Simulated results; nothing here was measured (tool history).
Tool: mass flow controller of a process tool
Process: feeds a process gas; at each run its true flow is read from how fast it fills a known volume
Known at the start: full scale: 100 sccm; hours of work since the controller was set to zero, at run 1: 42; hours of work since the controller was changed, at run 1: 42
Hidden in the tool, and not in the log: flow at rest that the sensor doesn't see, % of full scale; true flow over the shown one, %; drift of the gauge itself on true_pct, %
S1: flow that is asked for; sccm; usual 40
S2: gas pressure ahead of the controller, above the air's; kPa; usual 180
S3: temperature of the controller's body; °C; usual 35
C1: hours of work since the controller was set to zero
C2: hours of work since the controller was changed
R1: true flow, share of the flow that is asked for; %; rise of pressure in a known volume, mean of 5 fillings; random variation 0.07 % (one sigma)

run,day,S1,S2,S3,C1,C2,R1
1,0.000,40,180,35,42,42,99.36
2,3.904,40,166,35,101,101,99.37
3,6.292,40,180,35,137,137,99.58
4,10.021,40,180,35,194,194,99.50
5,13.612,40,180,35,249,249,99.44
6,15.738,40,252,35,281,281,99.28
7,19.158,58,180,35,333,333,99.83
8,21.508,58,180,35,369,369,99.65
9,23.867,58,180,35,405,405,99.70
10,27.850,58,180,35,466,466,99.92
11,30.525,40,172,35,506,506,99.57
12,33.838,40,180,35,557,557,99.74
13,37.638,40,167,35,614,614,99.68
14,40.900,40,145,35,664,664,99.75
15,44.412,40,180,35,718,718,99.73
16,47.621,16,180,35,766,766,100.22
17,49.804,16,180,35,800,800,100.29

The next listed run, before its measurement:
18,52.542,11,185,27,841,841,?

Run 18 gave R1 100.59 %.
Without the tool's hidden state the same run would have given R1 98.50 %.

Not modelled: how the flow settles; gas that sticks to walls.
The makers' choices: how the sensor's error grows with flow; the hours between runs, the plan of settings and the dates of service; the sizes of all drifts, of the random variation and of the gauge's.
